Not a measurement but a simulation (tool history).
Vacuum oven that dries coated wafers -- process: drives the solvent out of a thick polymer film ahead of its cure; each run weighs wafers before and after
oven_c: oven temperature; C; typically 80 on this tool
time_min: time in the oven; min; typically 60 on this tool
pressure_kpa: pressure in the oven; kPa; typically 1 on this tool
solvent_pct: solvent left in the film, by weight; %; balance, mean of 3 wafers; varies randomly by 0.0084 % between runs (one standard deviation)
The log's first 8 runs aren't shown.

run	hour	oven_c	time_min	pressure_kpa	hours of work since the thermocouples were calibrated	hours of work since the vacuum gauge was cleaned of residue	solvent_pct
9	244.3	80	90	1	515	384	0.542
10	264.7	80	90	1	530	399	0.534
11	297	80	60	1	555	424	1.317
12	326.1	80	34	1	577	446	3.691
13	357.2	80	34	1	600	469	3.675
14	392.1	80	60	1	627	496	1.337
15	415.9	86	60	1	645	514	0.709
16	461.8	86	60	1	680	549	0.711
17	499.6	80	60	1	708	577	1.319
18	526.6	69	83	1	729	598	1.923
19	566.9	94	46	1	759	628	0.598
20	592.7	94	46	1	779	648	0.583
21	639.5	90	66	2.81	814	683	0.706
22	661	80	53	0.7	831	700	1.64
23	693.6	79	63	1	855	724	1.317

The next listed run, before its measurement:
24	739.2	79	63	1	890	759	?

{"run 24": {"solvent_pct": 1.316}}
If the tool had no hidden condition, the same run with the same run-to-run variation would have returned solvent_pct 1.318 %.
